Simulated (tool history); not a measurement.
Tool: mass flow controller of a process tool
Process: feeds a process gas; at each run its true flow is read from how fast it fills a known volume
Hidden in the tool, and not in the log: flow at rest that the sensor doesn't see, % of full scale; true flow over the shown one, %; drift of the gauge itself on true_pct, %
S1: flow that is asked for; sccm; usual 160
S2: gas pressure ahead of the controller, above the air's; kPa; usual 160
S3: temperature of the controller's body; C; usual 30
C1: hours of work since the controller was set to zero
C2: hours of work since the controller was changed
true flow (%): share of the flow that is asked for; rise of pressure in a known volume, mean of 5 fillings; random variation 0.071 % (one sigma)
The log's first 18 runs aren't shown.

Run 19, day 44.662: usual settings; C1 458; C2 458. Result: true flow (%) 98.94.
Run 20, day 47.850: usual settings; C1 488; C2 488. Result: true flow (%) 98.75.
Run 21, day 50.108: usual settings; C1 509; C2 509. Result: true flow (%) 98.77.
Run 22, day 51.858: usual settings; C1 526; C2 526. Result: true flow (%) 98.60.
Run 23, day 54.708: usual settings; C1 552; C2 552. Result: true flow (%) 98.71.
Run 24, day 57.800: usual settings but S1 165 sccm, S2 157 kPa, S3 20 C; C1 581; C2 581. Result: true flow (%) 97.86.
Run 25, day 60.729: usual settings but S1 165 sccm, S2 157 kPa, S3 20 C; C1 609; C2 609. Result: true flow (%) 97.75.
Run 26, day 64.042: usual settings but S1 165 sccm, S2 157 kPa, S3 20 C; C1 640; C2 640. Result: true flow (%) 97.66.
Run 27, day 65.512: usual settings but S1 109 sccm, S3 34 C; C1 653; C2 653. Result: true flow (%) 98.09.
Run 28, day 68.412: usual settings but S1 44 sccm, S2 193 kPa, S3 23 C; C1 681; C2 681. Result: true flow (%) 96.39.
Run 29, day 70.046: usual settings but S1 59 sccm, S2 235 kPa, S3 25 C; C1 696; C2 696. Result: true flow (%) 96.36.
Run 30, day 73.396: usual settings but S1 41 sccm, S2 193 kPa; C1 727; C2 727. Result: true flow (%) 96.71.
Run 31, day 76.038: usual settings but S3 26 C; C1 752; C2 752. Result: true flow (%) 97.69.
Run 32, day 78.671: usual settings but S1 54 sccm, S2 158 kPa; C1 777; C2 777. Result: true flow (%) 97.06.
Run 33, day 80.346: usual settings but S1 54 sccm, S2 158 kPa; C1 792; C2 792. Result: true flow (%) 96.97.
Run 34, day 81.788: usual settings but S1 54 sccm, S2 158 kPa; C1 806; C2 806. Result: true flow (%) 96.86.
Run 35, day 84.212: usual settings but S1 163 sccm, S2 182 kPa, S3 38 C; C1 828; C2 828. Result: true flow (%) 98.02.
Run 36, day 86.454: usual settings but S1 197 sccm; C1 849; C2 849. Result: true flow (%) 97.93.
Run 37, day 89.679: usual settings but S1 197 sccm, S2 148 kPa, S3 23 C; C1 879; C2 879. Result: true flow (%) 97.53.
At day 91.133: gauge calibrated.
Run 38, day 92.138: usual settings but S1 193 sccm, S2 261 kPa; C1 902; C2 902. Result: true flow (%) 99.75.

The next listed run, before its measurement:
Run 39, day 95.429: usual settings but S1 41 sccm, S2 258 kPa, S3 33 C; C1 933; C2 933. Result: true flow (%) ?.

Run 39 gave true flow (%) 98.78.
Without the tool's hidden state the same run would have given true flow (%) 98.90.
